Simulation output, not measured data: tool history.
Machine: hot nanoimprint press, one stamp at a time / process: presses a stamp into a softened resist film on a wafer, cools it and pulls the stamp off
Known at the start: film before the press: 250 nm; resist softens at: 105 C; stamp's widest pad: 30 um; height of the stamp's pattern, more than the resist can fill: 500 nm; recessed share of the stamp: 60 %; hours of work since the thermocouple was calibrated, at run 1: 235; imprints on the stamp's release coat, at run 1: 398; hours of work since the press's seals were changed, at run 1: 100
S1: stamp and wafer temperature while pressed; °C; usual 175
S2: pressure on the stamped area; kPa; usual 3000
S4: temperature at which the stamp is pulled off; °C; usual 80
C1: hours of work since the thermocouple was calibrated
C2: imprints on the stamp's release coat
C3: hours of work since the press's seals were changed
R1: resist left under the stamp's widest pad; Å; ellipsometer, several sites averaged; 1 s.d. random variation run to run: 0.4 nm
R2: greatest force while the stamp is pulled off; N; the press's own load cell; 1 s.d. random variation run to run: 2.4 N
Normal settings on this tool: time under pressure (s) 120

{"run": 1, "day": 0.0, "S1": 175, "S2": 3000, "time under pressure (s)": 120, "S4": 80, "C1": 235, "C2": 398, "C3": 100, "R1": 1442, "R2": 123}
{"run": 2, "day": 1.117, "S1": 175, "S2": 2910, "time under pressure (s)": 120, "S4": 80, "C1": 252, "C2": 519, "C3": 117, "R1": 1462, "R2": 126}
{"run": 3, "day": 1.65, "S1": 175, "S2": 2910, "time under pressure (s)": 120, "S4": 80, "C1": 260, "C2": 577, "C3": 125, "R1": 1464, "R2": 127}
{"run": 4, "day": 2.758, "S1": 175, "S2": 2910, "time under pressure (s)": 120, "S4": 80, "C1": 277, "C2": 696, "C3": 142, "R1": 1459, "R2": 124}
{"run": 5, "day": 3.458, "S1": 175, "S2": 2910, "time under pressure (s)": 120, "S4": 80, "C1": 287, "C2": 772, "C3": 153, "R1": 1462, "R2": 123}
{"day": 4.404, "done": "stamp cleaned and given a new release coat"}
{"run": 6, "day": 4.775, "S1": 175, "S2": 2910, "time under pressure (s)": 120, "S4": 80, "C1": 304, "C2": 40, "C3": 169, "R1": 1459, "R2": 123}
{"run": 7, "day": 5.838, "S1": 185, "S2": 3000, "time under pressure (s)": 120, "S4": 80, "C1": 320, "C2": 154, "C3": 185, "R1": 1001, "R2": 125}
{"run": 8, "day": 6.912, "S1": 185, "S2": 3000, "time under pressure (s)": 231, "S4": 80, "C1": 336, "C2": 271, "C3": 201, "R1": 799, "R2": 122}
{"run": 9, "day": 7.979, "S1": 185, "S2": 3000, "time under pressure (s)": 231, "S4": 80, "C1": 352, "C2": 386, "C3": 218, "R1": 801, "R2": 124}
{"run": 10, "day": 8.762, "S1": 185, "S2": 3000, "time under pressure (s)": 231, "S4": 80, "C1": 364, "C2": 470, "C3": 230, "R1": 795, "R2": 124}
{"run": 11, "day": 9.396, "S1": 185, "S2": 3000, "time under pressure (s)": 231, "S4": 80, "C1": 374, "C2": 539, "C3": 239, "R1": 794, "R2": 125}
{"run": 12, "day": 10.175, "S1": 185, "S2": 3000, "time under pressure (s)": 231, "S4": 80, "C1": 386, "C2": 623, "C3": 251, "R1": 792, "R2": 125}
{"run": 13, "day": 10.933, "S1": 185, "S2": 3000, "time under pressure (s)": 231, "S4": 80, "C1": 397, "C2": 705, "C3": 263, "R1": 795, "R2": 127}
{"run": 14, "day": 12.0, "S1": 185, "S2": 3000, "time under pressure (s)": 231, "S4": 80, "C1": 413, "C2": 820, "C3": 279, "R1": 797, "R2": 122}
{"day": 12.471, "done": "stamp cleaned and given a new release coat"}
{"run": 15, "day": 12.708, "S1": 185, "S2": 3000, "time under pressure (s)": 231, "S4": 80, "C1": 420, "C2": 26, "C3": 286, "R1": 795, "R2": 126}
{"run": 16, "day": 13.308, "S1": 183, "S2": 1970, "time under pressure (s)": 131, "S4": 80, "C1": 429, "C2": 90, "C3": 295, "R1": 1303, "R2": 122}
{"run": 17, "day": 14.029, "S1": 183, "S2": 4710, "time under pressure (s)": 204, "S4": 85, "C1": 440, "C2": 168, "C3": 306, "R1": 675, "R2": 114}
{"day": 14.25, "done": "gauge calibrated"}
{"run": 18, "day": 14.612, "S1": 172, "S2": 2110, "time under pressure (s)": 148, "S4": 74, "C1": 449, "C2": 231, "C3": 315, "R1": 1769, "R2": 140}
{"run": 19, "day": 15.475, "S1": 175, "S2": 2240, "time under pressure (s)": 184, "S4": 80, "C1": 462, "C2": 324, "C3": 328, "R1": 1478, "R2": 123}
{"run": 20, "day": 16.392, "S1": 175, "S2": 2240, "time under pressure (s)": 184, "S4": 80, "C1": 476, "C2": 423, "C3": 342, "R1": 1479, "R2": 121}
{"day": 17.146, "done": "plate thermocouple calibrated"}
{"run": 21, "day": 17.188, "S1": 170, "S2": 2240, "time under pressure (s)": 184, "S4": 80, "C1": 1, "C2": 496, "C3": 352, "R1": 1741, "R2": 125}
{"run": 22, "day": 17.796, "S1": 180, "S2": 3000, "time under pressure (s)": 120, "S4": 80, "C1": 10, "C2": 562, "C3": 361, "R1": 1206, "R2": 126}
{"run": 23, "day": 18.454, "S1": 180, "S2": 3000, "time under pressure (s)": 120, "S4": 80, "C1": 20, "C2": 632, "C3": 371, "R1": 1201, "R2": 125}
{"run": 24, "day": 19.183, "S1": 177, "S2": 1890, "time under pressure (s)": 132, "S4": 76, "C1": 31, "C2": 711, "C3": 382, "R1": 1628, "R2": 132}
{"run": 25, "day": 20.304, "S1": 175, "S2": 3000, "time under pressure (s)": 120, "S4": 82, "C1": 48, "C2": 832, "C3": 399, "R1": 1441, "R2": 121}
{"day": 20.617, "done": "stamp cleaned and given a new release coat"}
{"run": 26, "day": 21.571, "S1": 176, "S2": 1840, "time under pressure (s)": 91, "S4": 66, "C1": 63, "C2": 103, "C3": 415, "R1": 1848, "R2": 148}
{"run": 27, "day": 22.529, "S1": 176, "S2": 1840, "time under pressure (s)": 200, "S4": 76, "C1": 78, "C2": 207, "C3": 429, "R1": 1515, "R2": 127}
{"run": 28, "day": 23.417, "S1": 179, "S2": 3840, "time under pressure (s)": 98, "S4": 80, "C1": 91, "C2": 302, "C3": 443, "R1": 1158, "R2": 123}
{"run": 29, "day": 24.504, "S1": 179, "S2": 3840, "time under pressure (s)": 98, "S4": 80, "C1": 108, "C2": 420, "C3": 459, "R1": 1154, "R2": 128}

Here are 5 independent what-if runs from the current tool condition. What would each one return?
{"run": "A", "day": 25.371, "S1": 175, "S2": 3840, "time under pressure (s)": 120, "S4": 72, "C1": 121, "C2": 513, "C3": 472, "R1": "?", "R2": "?"}
{"run": "B", "day": 25.371, "S1": 175, "S2": 2390, "time under pressure (s)": 223, "S4": 87, "C1": 121, "C2": 513, "C3": 472, "R1": "?", "R2": "?"}
{"run": "C", "day": 25.371, "S1": 179, "S2": 3840, "time under pressure (s)": 98, "S4": 82, "C1": 121, "C2": 513, "C3": 472, "R1": "?", "R2": "?"}
{"run": "D", "day": 25.371, "S1": 175, "S2": 2070, "time under pressure (s)": 120, "S4": 79, "C1": 121, "C2": 513, "C3": 472, "R1": "?", "R2": "?"}
{"run": "E", "day": 25.371, "S1": 187, "S2": 2950, "time under pressure (s)": 120, "S4": 80, "C1": 121, "C2": 513, "C3": 472, "R1": "?", "R2": "?"}

run=A R1=1263 R2=144
run=B R1=1332 R2=111
run=C R1=1152 R2=120
run=D R1=1690 R2=126
run=E R1=933 R2=124
With no hidden state in the tool, these same runs would have given:
run=A R1=1281 R2=143
run=B R1=1352 R2=110
run=C R1=1169 R2=119
run=D R1=1715 R2=125
run=E R1=947 R2=124
